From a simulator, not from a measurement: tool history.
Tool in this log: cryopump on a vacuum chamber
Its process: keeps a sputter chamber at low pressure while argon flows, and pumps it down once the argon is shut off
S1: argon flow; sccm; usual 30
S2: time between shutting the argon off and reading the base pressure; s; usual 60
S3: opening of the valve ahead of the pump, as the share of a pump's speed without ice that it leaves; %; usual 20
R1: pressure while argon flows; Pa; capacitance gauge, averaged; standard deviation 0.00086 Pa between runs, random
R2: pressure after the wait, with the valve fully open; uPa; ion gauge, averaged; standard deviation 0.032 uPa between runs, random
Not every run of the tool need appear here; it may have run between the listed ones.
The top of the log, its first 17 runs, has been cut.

| run | day | S1 | S2 | S3 | R1 | R2 |
|---|---|---|---|---|---|---|
| 18 | 32.604 | 24 | 60 | 20 | 0.1551 | 4.26 |
| 19 | 34.5 | 30 | 32 | 20 | 0.1938 | 5.8 |
|  | 36.025 | pump warmed up, emptied and cooled again |
| 20 | 36.633 | 30 | 32 | 20 | 0.1748 | 4.82 |
| 21 | 38.775 | 30 | 32 | 20 | 0.1771 | 4.73 |
| 22 | 40.933 | 30 | 184 | 37 | 0.0956 | 2.73 |
| 23 | 42.929 | 30 | 184 | 37 | 0.0954 | 2.76 |
| 24 | 44.096 | 43 | 60 | 20 | 0.2546 | 3.79 |
| 25 | 45.458 | 43 | 60 | 20 | 0.2551 | 3.81 |
| 26 | 46.925 | 40 | 51 | 48 | 0.101 | 4.1 |
| 27 | 48.212 | 13 | 72 | 20 | 0.0775 | 3.68 |
| 28 | 50.538 | 41 | 90 | 21 | 0.2354 | 3.55 |
| 29 | 51.912 | 15 | 204 | 20 | 0.0895 | 3.04 |
| 30 | 53.096 | 15 | 204 | 20 | 0.0898 | 3.02 |
| 31 | 54.142 | 15 | 204 | 20 | 0.0895 | 3.07 |
| 32 | 56.208 | 15 | 204 | 20 | 0.0898 | 3.23 |
| 33 | 58.733 | 15 | 204 | 20 | 0.0907 | 3.35 |

What if the next run were any one of these 3? Each begins from the tool's condition after run 33:
| A | 60.725 | 35 | 60 | 20 | ? | ? |
| B | 60.725 | 34 | 218 | 27 | ? | ? |
| C | 60.725 | 15 | 204 | 16 | ? | ? |

| run | R1 | R2 |
|---|---|---|
| A | 0.2117 | 4.48 |
| B | 0.1537 | 3.45 |
| C | 0.1129 | 3.38 |
Without the tool's unlogged condition, the same runs would have read:
| run | R1 | R2 |
|---|---|---|
| A | 0.2034 | 1.68 |
| B | 0.1457 | 0.65 |
| C | 0.1093 | 0.62 |
